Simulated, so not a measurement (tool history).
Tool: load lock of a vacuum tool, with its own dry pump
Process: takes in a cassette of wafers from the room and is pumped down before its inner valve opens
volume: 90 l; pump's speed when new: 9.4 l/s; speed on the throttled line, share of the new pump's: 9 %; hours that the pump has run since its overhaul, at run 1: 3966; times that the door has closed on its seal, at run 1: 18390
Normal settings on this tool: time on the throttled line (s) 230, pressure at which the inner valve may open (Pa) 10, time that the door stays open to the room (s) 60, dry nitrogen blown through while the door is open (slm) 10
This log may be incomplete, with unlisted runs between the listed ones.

run	day	time on the throttled line (s)	pressure at which the inner valve may open (Pa)	time that the door stays open to the room (s)	dry nitrogen blown through while the door is open (slm)	hours that the pump has run since its overhaul	times that the door has closed on its seal	incoming humidity of the room's air, %	time from the closed door until the inner valve may open (s)	rise of the pressure with all valves shut (Pa/min)
1	0	230	10	60	10	3966	18390	46.8	300.4	0.23
2	3.483	230	10	60	31	4049	18603	44	300.5	0.218
3	9.925	230	10	60	31	4204	18995	45.9	299.9	0.238
4	14.412	391	10	60	10	4312	19269	44.9	447.2	0.243
5	18.921	179	10	60	10	4420	19544	45.1	254.3	0.253
6	23.812	179	10	60	10	4537	19842	45.3	255.9	0.26
7	27.333	179	10	60	10	4622	20056	46.2	256.2	0.262
8	34.504	230	10	60	10	4794	20494	47	301.4	0.272
9	38.942	230	10	60	10	4900	20764	43.4	301.6	0.269
10	44.408	230	10	60	10	5031	21097	43.7	300.3	0.279
11	51.142	230	10	60	6	5193	21508	44.1	300.4	0.294
12	58.242	230	10	60	10	5364	21941	44.5	299.8	0.293
13	65.817	230	10	60	10	5545	22403	45.4	299.8	0.3
14	73.175	230	10	60	10	5722	22851	47	303.4	0.311
15	78.3	230	10	60	10	5845	23163	44.8	301.5	0.326
16	85.204	230	10	60	10	6011	23585	47	301.9	0.33
17	91.288	359	10	60	5	6157	23955	45.4	417.9	0.342
18	95.117	230	10	51	13	6249	24189	44.9	302.4	0.336
19	101.475	230	10	27	24	6401	24576	44.4	305.1	0.331
20	107.625	230	10	27	24	6549	24951	42.8	304.7	0.342
# day 111.712: door's seal changed, seat wiped
21	112.492	357	15	65	11	6664	47	43.7	414.3	0.029
22	120.288	357	15	65	11	6851	522	49.8	415.1	0.033
23	127.754	230	12	60	4	7030	978	40.9	301.9	0.038
24	133.112	137	15	141	5	7159	1304	45.3	215.9	0.054
25	137.096	434	15	141	5	7254	1547	42.6	478.3	0.047
26	140.458	434	15	141	5	7335	1752	47	478.8	0.058
27	143.838	449	10	60	14	7416	1958	45	498.6	0.042
28	147.617	233	10	60	10	7507	2189	42.7	305	0.04
29	151.521	230	10	60	24	7601	2426	42.6	304	0.029
30	156.879	230	14	60	11	7729	2753	43.5	299	0.04
31	162.783	138	10	60	10	7871	3113	46	220.4	0.04
32	166.988	256	8	60	5	7972	3370	48.9	331.6	0.058

4 ways to go on from here, each from the tool as it stands after run 32. What would each give?
A	173.112	140	10	60	15	8119	3743	50	?	?
B	173.112	209	10	55	10	8119	3743	43.4	?	?
C	173.112	142	8	99	10	8119	3743	44	?	?
D	173.112	171	9	25	5	8119	3743	47.1	?	?

run	time from the closed door until the inner valve may open (s)	rise of the pressure with all valves shut (Pa/min)
A	224.5	0.05
B	284.9	0.051
C	228.7	0.054
D	250.7	0.047
What these runs would have given with no unlogged condition in the tool:
run	time from the closed door until the inner valve may open (s)	rise of the pressure with all valves shut (Pa/min)
A	217.5	0.03
B	278.5	0.031
C	221.5	0.035
D	244.1	0.027

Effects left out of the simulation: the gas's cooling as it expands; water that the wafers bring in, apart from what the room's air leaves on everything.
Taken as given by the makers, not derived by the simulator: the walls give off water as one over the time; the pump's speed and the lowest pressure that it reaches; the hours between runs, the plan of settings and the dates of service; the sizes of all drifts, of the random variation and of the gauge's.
